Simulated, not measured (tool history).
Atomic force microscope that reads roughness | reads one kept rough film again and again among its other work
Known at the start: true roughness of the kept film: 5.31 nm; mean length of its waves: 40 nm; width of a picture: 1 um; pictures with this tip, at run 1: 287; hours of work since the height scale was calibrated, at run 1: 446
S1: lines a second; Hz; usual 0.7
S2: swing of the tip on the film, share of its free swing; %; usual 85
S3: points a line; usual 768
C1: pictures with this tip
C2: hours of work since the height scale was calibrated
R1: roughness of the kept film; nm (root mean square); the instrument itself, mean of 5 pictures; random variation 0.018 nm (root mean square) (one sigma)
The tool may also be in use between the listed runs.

run 1 day=0 | S1=0.7 S2=85 S3=768 | C1=287 C2=446 | R1=3.571
run 2 day=1.342 | S1=0.7 S2=85 S3=768 | C1=337 C2=469 | R1=3.452
-- day=1.929 new tip fitted
run 3 day=2.95 | S1=0.7 S2=85 S3=768 | C1=38 C2=497 | R1=4.175
run 4 day=4.083 | S1=0.614 S2=85 S3=768 | C1=80 C2=517 | R1=4.112
run 5 day=5.817 | S1=0.614 S2=85 S3=768 | C1=143 C2=548 | R1=3.968
run 6 day=6.938 | S1=0.7 S2=85 S3=279 | C1=185 C2=567 | R1=3.783
run 7 day=8.992 | S1=0.7 S2=85 S3=768 | C1=260 C2=603 | R1=3.644
run 8 day=10.325 | S1=0.7 S2=85 S3=768 | C1=310 C2=627 | R1=3.508
-- day=11.679 new tip fitted
run 9 day=12.067 | S1=0.7 S2=85 S3=768 | C1=14 C2=657 | R1=4.29
run 10 day=13.867 | S1=0.7 S2=85 S3=768 | C1=80 C2=689 | R1=4.083
run 11 day=15.058 | S1=0.7 S2=85 S3=768 | C1=124 C2=710 | R1=4.003
run 12 day=17.404 | S1=0.689 S2=56 S3=410 | C1=210 C2=751 | R1=3.957
run 13 day=19.583 | S1=1.213 S2=73 S3=355 | C1=291 C2=789 | R1=3.529
run 14 day=20.692 | S1=2.767 S2=65 S3=355 | C1=331 C2=809 | R1=3.382
-- day=21.496 new tip fitted
run 15 day=22.138 | S1=0.542 S2=85 S3=768 | C1=24 C2=834 | R1=4.321

Run 16 comes next. What will it give?
run 16 day=24.308 | S1=3.366 S2=85 S3=562 | C1=104 C2=872 | R1=?

R1: 3.125 nm (root mean square)
Without the tool's hidden state the same run would have given R1 3.373 nm (root mean square).
